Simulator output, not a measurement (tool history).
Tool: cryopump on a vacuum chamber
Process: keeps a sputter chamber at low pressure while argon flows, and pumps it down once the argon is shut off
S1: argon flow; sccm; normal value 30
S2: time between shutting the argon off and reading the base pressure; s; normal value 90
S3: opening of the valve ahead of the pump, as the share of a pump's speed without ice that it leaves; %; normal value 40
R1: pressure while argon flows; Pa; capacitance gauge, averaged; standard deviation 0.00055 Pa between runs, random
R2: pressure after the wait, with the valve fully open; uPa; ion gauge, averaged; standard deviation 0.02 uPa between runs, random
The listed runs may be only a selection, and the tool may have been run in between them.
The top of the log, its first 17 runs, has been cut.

run,day,S1,S2,S3,R1,R2
18,43.083,30,90,52,0.0487,0.58
19,46.362,30,90,52,0.0497,0.60
20,49.508,42,82,20,0.1649,0.60
# day 53.188: pump warmed up, emptied and cooled again
21,53.408,42,48,45,0.0702,0.68
22,56.483,19,48,23,0.0624,0.71
23,58.500,15,23,23,0.0488,1.02
24,61.921,15,23,23,0.0487,1.03
25,63.808,51,187,44,0.0884,0.47
26,67.392,45,86,44,0.0778,0.56
27,69.383,13,74,44,0.0232,0.62
28,71.367,13,74,44,0.0232,0.64
29,72.933,29,168,40,0.0563,0.49
30,74.771,13,168,29,0.0334,0.52
31,78.462,13,39,29,0.0343,0.86
32,81.204,13,39,29,0.0350,0.82
33,83.604,13,280,29,0.0349,0.52

Forecast each of these 3 alternatives for the next run:
A,85.812,30,34,40,?,?
B,85.812,45,28,56,?,?
C,85.812,13,280,20,?,?

run,R1,R2
A,0.0587,0.91
B,0.0645,0.99
C,0.0494,0.52
Without the tool's unlogged condition, the same runs would have read:
run,R1,R2
A,0.0561,0.56
B,0.0606,0.64
C,0.0483,0.17

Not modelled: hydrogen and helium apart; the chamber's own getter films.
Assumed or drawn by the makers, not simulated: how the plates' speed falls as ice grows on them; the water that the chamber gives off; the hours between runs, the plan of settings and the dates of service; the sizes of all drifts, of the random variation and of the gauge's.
